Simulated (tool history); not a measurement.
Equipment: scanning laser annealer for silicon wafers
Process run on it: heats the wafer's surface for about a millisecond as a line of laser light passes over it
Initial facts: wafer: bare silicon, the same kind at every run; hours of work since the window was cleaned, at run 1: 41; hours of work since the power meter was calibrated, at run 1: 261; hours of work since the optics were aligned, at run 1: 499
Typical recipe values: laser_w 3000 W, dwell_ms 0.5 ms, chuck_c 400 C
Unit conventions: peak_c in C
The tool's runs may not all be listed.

run	hour	laser_w	dwell_ms	chuck_c	hours of work since the window was cleaned	hours of work since the power meter was calibrated	hours of work since the optics were aligned	peak_c
1	0	3000	0.5	400	41	261	499	1152
2	31	3000	0.5	400	55	276	514	1152
3	47.2	3000	0.5	425	63	283	521	1178
4	61.5	3000	0.58	425	70	290	528	1228
5	96.9	3000	0.58	425	86	306	544	1226
6	130.7	3000	0.58	425	102	322	560	1223
7	156.8	3000	0.58	366	114	334	572	1167
8	176.4	3000	0.5	400	123	343	581	1143
9	201.9	3000	0.5	400	135	355	593	1144
10	225.6	3000	0.5	400	146	366	604	1147
11	256.2	3000	0.5	396	160	381	619	1138
12	270.4	3000	0.5	396	167	387	625	1134
13	304.7	3000	0.5	396	183	403	641	1133
14	340.1	3000	0.5	396	199	420	658	1133
15	357.7	3000	0.518	435	208	428	666	1185
16	377.4	3000	0.518	435	217	437	675	1182
17	401.9	2926	0.461	415	228	449	686	1101
18	418.3	2926	0.463	415	236	456	694	1102
19	446.9	3017	0.568	366	249	469	707	1147
20	468	3213	0.354	435	259	479	717	1101
21	495.9	3000	0.423	426	272	492	730	1101
22	516.4	3000	0.423	426	281	502	740	1095
23	543.9	3000	0.423	426	294	515	753	1096
24	573.6	2831	0.5	408	308	528	766	1089
25	607.4	3155	0.358	364	324	544	782	1014
26	624.5	3155	0.358	364	332	552	790	1010
27	645.7	2755	0.358	364	342	562	800	930
28	676.7	2552	0.358	409	356	576	814	929

Some steps in peak_c, run to run, broken into two amounts with sign: the step expected even without the hidden condition (settings, incoming material, random variation), and the rest, left for the hidden condition together with whatever gauge scatter is not in both the measured and the hidden-condition-free result:
Hidden state present: light that passes the window, % of a clean one's; laser's true power over the reading, %; width of the line over the set one, %; drift of the gauge itself on peak_c, C.
Run 16 -> 17: laser_w 3000 -> 2926, dwell_ms 0.518 -> 0.461, chuck_c 435 -> 415. peak_c -81 C: hidden state +2, all else -83.
Run 18 -> 19: laser_w 2926 -> 3017, dwell_ms 0.463 -> 0.568, chuck_c 415 -> 366. peak_c +45 C: hidden state -6, all else +51.
Run 19 -> 20: laser_w 3017 -> 3213, dwell_ms 0.568 -> 0.354, chuck_c 366 -> 435. peak_c -46 C: hidden state +5, all else -51.
Run 26 -> 27: laser_w 3155 -> 2755. peak_c -80 C: hidden state +3, all else -83.
